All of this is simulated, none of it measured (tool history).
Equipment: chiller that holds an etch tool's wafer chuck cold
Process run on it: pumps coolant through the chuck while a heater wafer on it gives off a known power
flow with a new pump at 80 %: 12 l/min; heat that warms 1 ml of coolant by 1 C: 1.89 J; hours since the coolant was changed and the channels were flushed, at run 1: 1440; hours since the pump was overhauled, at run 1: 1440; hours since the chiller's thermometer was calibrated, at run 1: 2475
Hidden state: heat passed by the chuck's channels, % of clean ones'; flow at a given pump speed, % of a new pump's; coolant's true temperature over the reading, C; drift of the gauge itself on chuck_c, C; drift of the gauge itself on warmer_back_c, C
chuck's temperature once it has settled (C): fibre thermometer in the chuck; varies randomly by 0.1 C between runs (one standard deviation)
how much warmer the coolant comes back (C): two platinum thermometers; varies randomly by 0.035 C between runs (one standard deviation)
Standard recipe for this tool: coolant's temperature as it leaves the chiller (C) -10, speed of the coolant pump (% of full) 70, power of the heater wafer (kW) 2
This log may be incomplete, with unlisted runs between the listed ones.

run,hour,coolant's temperature as it leaves the chiller (C),speed of the coolant pump (% of full),power of the heater wafer (kW),hours since the coolant was changed and the channels were flushed,hours since the pump was overhauled,hours since the chiller's thermometer was calibrated,chuck's temperature once it has settled (C),how much warmer the coolant comes back (C)
1,0,-10,70,2,1440,1440,2475,10.4,6.26
2,148.2,-10,70,2,1588,1588,2623,10.7,6.29
3,295.5,-10,76,2,1736,1736,2771,9.6,5.87
4,383.7,-10,76,2,1824,1824,2859,9.7,5.86
5,489.9,-10,76,2,1930,1930,2965,9.8,5.93
6,573.8,-18,70,2,2014,2014,3049,3.1,6.37
7,668,-18,91,2,2108,2108,3143,-0.4,5
8,779.4,-18,91,2,2219,2219,3254,-0.3,5.07
9,878.7,-16,93,2.657,2319,2319,3354,6.8,6.51
10,985.7,-16,93,2.657,2426,2426,3461,7.1,6.61
11,1094.4,-10,95,1.013,2534,2534,3569,-0.5,2.46
12,1229.8,-15,64,1.665,2670,2670,3705,5.1,5.93
13,1294.8,-15,64,1.665,2735,2735,3770,5,5.88
# hour 1302.4: chiller's thermometer calibrated
14,1361.2,-14,72,2,2800,2800,59,6.8,6.38
15,1459,-3,68,1.714,2898,2898,157,16,5.82
16,1599.5,-9,72,1.714,3038,3038,297,9.2,5.54

5 ways to go on from here, each from the tool as it stands after run 16. What would each give?
A,1669.7,-9,95,1.291,3109,3109,367,?,?
B,1669.7,-10,69,2,3109,3109,367,?,?
C,1669.7,-4,76,1.796,3109,3109,367,?,?
D,1669.7,-14,72,1.404,3109,3109,367,?,?
E,1669.7,-3,92,1.895,3109,3109,367,?,?

run,chuck's temperature once it has settled (C),how much warmer the coolant comes back (C)
A,2.1,3.21
B,12.1,6.7
C,14.3,5.49
D,0.9,4.55
E,13.6,4.93
Take away the tool's hidden state, keep each run's random variation, and the runs would have read:
run,chuck's temperature once it has settled (C),how much warmer the coolant comes back (C)
A,0.2,2.92
B,8.4,6.09
C,11.2,4.99
D,-1.6,4.13
E,10.8,4.48

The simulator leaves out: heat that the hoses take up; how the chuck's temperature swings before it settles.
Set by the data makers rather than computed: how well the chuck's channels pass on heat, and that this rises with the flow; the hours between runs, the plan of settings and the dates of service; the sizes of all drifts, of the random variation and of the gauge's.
